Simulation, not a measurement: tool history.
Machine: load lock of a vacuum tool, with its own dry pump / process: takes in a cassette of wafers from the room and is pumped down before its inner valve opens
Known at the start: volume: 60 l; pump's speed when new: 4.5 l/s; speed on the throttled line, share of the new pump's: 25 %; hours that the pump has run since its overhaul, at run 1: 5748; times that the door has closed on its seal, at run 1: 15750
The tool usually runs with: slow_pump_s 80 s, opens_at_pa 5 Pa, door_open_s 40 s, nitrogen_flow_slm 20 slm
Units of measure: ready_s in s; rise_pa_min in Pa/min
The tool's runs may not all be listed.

run,hour,slow_pump_s,opens_at_pa,door_open_s,nitrogen_flow_slm,hours that the pump has run since its overhaul,times that the door has closed on its seal,"incoming humidity of the room's air, %",ready_s,rise_pa_min
1,0.0,80,5,40,20,5748,15750,47.9,200.9,0.136
2,109.0,80,5,40,20,5857,16225,47.3,200.7,0.134
3,205.1,80,6,40,20,5953,16644,46.7,196.2,0.135
4,270.3,80,6,40,20,6018,16928,47.6,198.7,0.140
5,356.9,80,5,40,20,6105,17305,42.0,199.0,0.143
6,420.0,115,5,40,20,6168,17580,46.4,226.3,0.149
7,528.6,59,5,40,20,6277,18053,45.6,187.2,0.150
8,620.3,59,5,40,20,6368,18453,48.7,186.5,0.152
9,706.0,69,5,40,20,6454,18826,43.5,192.9,0.157
10,784.8,69,5,40,20,6533,19169,46.4,191.8,0.163
11,890.5,69,5,40,20,6639,19630,41.9,194.4,0.171
12,950.6,80,5,40,20,6699,19892,45.8,204.3,0.168
13,1046.8,80,5,40,20,6795,20311,46.1,202.3,0.178
14,1096.4,80,5,40,20,6845,20527,43.8,201.1,0.179
15,1204.4,80,5,40,20,6953,20997,45.3,201.6,0.179
16,1273.4,80,5,40,20,7022,21298,43.8,200.9,0.176
17,1322.0,80,5,40,20,7070,21510,48.1,203.5,0.185
18,1391.2,80,5,40,20,7139,21811,49.1,203.8,0.194
19,1502.6,80,5,87,20,7251,22296,48.0,202.9,0.216
20,1567.8,55,5,87,20,7316,22581,42.9,183.4,0.217
21,1671.8,128,6,216,7,7420,23034,44.9,236.0,0.290
22,1765.2,128,8,182,7,7513,23440,44.5,229.0,0.274
23,1850.3,143,5,66,8,7598,23811,45.0,247.3,0.235
24,1944.8,87,5,27,21,7693,24223,44.3,207.6,0.209
25,2042.2,87,5,29,16,7790,24647,45.2,204.7,0.222
26,2151.0,87,5,29,16,7899,25121,45.3,210.3,0.221
27,2198.6,157,7,31,6,7947,25328,45.6,254.3,0.236
28,2293.1,63,9,139,40,8041,25740,50.1,183.6,0.255
29,2405.8,63,5,139,18,8154,26231,43.3,191.3,0.275
30,2488.8,63,5,139,18,8237,26593,45.6,193.0,0.277
31,2595.1,63,5,139,18,8343,27056,41.2,191.7,0.277
32,2654.1,115,5,107,5,8402,27313,40.6,233.3,0.297
33,2724.2,64,5,107,5,8472,27618,43.1,191.7,0.305
34,2812.9,102,5,40,9,8561,28005,48.3,217.8,0.266
35,2873.9,79,5,167,14,8622,28270,42.5,204.0,0.311
36,2973.6,79,5,167,14,8722,28705,45.7,206.1,0.328
37,3038.3,65,5,151,5,8786,28986,44.7,195.4,0.337

Alternative continuations, all from the tool just after run 37; predict every row:
A,3091.4,101,5,120,20,8840,29218,46.2,?,?
B,3091.4,65,5,91,17,8840,29218,42.9,?,?
C,3091.4,148,5,40,20,8840,29218,44.1,?,?

run,ready_s,rise_pa_min
A,222.0,0.314
B,195.5,0.300
C,254.6,0.275
Without the tool's unlogged condition, the same runs would have read:
run,ready_s,rise_pa_min
A,210.0,0.071
B,182.8,0.059
C,243.9,0.036

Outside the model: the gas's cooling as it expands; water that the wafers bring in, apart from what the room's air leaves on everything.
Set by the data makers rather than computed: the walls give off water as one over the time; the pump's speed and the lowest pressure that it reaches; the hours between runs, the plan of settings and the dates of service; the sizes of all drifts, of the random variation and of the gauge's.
